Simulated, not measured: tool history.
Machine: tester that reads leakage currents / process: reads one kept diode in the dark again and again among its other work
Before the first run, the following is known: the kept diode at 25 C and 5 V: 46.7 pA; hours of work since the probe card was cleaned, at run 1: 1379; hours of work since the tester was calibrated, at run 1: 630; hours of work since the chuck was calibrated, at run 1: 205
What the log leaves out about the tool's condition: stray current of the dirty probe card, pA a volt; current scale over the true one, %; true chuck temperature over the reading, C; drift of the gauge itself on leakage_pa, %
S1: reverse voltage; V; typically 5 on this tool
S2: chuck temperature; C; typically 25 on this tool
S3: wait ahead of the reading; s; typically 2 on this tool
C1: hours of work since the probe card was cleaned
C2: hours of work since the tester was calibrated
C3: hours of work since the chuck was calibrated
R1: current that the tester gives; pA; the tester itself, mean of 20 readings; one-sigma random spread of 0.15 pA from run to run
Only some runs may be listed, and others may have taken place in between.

run	day	S1	S2	S3	C1	C2	C3	R1
1	0	5	25	2	1379	630	205	50.62
2	2.008	5	25	2	1408	660	235	50.92
3	3.642	5	25	2	1432	684	259	51.04
4	6.788	5	25	2	1478	730	305	50.65
5	9.458	5	25	2	1518	769	344	50.73
6	12.775	5	31	2	1566	818	393	81.65
7	14.938	9.37	42	5.88	1598	850	425	276.96
8	18.358	7.2	25	7	1648	900	475	62.79
9	21.242	6.46	36	3.31	1691	943	517	139.25
# day 21.85: chuck's temperature calibrated
10	24.433	1.04	30	3.9	1736	988	38	30.66
11	28.108	1.04	30	3.9	1790	1042	92	30.31

Branching from run 11: 5 alternative next runs. What would each branch give?
A	30.021	1.04	25	1.39	1818	1070	120	?
B	30.021	1.54	51	2.36	1818	1070	120	?
C	30.021	3.3	30	3.9	1818	1070	120	?
D	30.021	1.87	25	9.09	1818	1070	120	?
E	30.021	1.19	25	2.5	1818	1070	120	?

run	R1
A	20.04
B	195.85
C	60.06
D	28.35
E	21.71
With the hidden condition removed and each run's random variation left untouched, the same runs would have given:
run	R1
A	19.15
B	197.31
C	57.12
D	26.6
E	20.67
